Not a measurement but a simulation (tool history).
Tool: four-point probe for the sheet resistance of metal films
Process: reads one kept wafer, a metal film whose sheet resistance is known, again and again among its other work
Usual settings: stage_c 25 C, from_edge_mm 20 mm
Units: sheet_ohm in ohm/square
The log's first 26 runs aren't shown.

run 27 hour=602.3 | stage_c=20 from_edge_mm=29 | sheet_ohm=0.036651
run 28 hour=622.5 | stage_c=23 from_edge_mm=31 | sheet_ohm=0.036604
run 29 hour=653.1 | stage_c=33 from_edge_mm=52 | sheet_ohm=0.0365
run 30 hour=677.8 | stage_c=33 from_edge_mm=52 | sheet_ohm=0.036491
run 31 hour=694.2 | stage_c=34 from_edge_mm=23 | sheet_ohm=0.036496
run 32 hour=717.5 | stage_c=20 from_edge_mm=13 | sheet_ohm=0.036695
run 33 hour=740.6 | stage_c=20 from_edge_mm=13 | sheet_ohm=0.036693
run 34 hour=761.4 | stage_c=19 from_edge_mm=13 | sheet_ohm=0.036704
run 35 hour=791.4 | stage_c=21 from_edge_mm=13 | sheet_ohm=0.036666
run 36 hour=809.9 | stage_c=19 from_edge_mm=26 | sheet_ohm=0.036679
run 37 hour=829.8 | stage_c=19 from_edge_mm=26 | sheet_ohm=0.036678
run 38 hour=862.1 | stage_c=23 from_edge_mm=17 | sheet_ohm=0.036641
run 39 hour=890.6 | stage_c=21 from_edge_mm=64 | sheet_ohm=0.036652
run 40 hour=909 | stage_c=21 from_edge_mm=12 | sheet_ohm=0.036689
run 41 hour=928.4 | stage_c=21 from_edge_mm=12 | sheet_ohm=0.036704
run 42 hour=947.2 | stage_c=21 from_edge_mm=12 | sheet_ohm=0.036683
run 43 hour=972.9 | stage_c=29 from_edge_mm=8 | sheet_ohm=0.036649
run 44 hour=1005.6 | stage_c=18 from_edge_mm=29 | sheet_ohm=0.036707

Forecast each of these 3 alternatives for the next run:
run A hour=1031.4 | stage_c=25 from_edge_mm=54 | sheet_ohm=?
run B hour=1031.4 | stage_c=24 from_edge_mm=30 | sheet_ohm=?
run C hour=1031.4 | stage_c=18 from_edge_mm=18 | sheet_ohm=?

run=A sheet_ohm=0.036609
run=B sheet_ohm=0.036634
run=C sheet_ohm=0.036702
Without the tool's hidden state the same runs would have given:
run=A sheet_ohm=0.036573
run=B sheet_ohm=0.036598
run=C sheet_ohm=0.036666
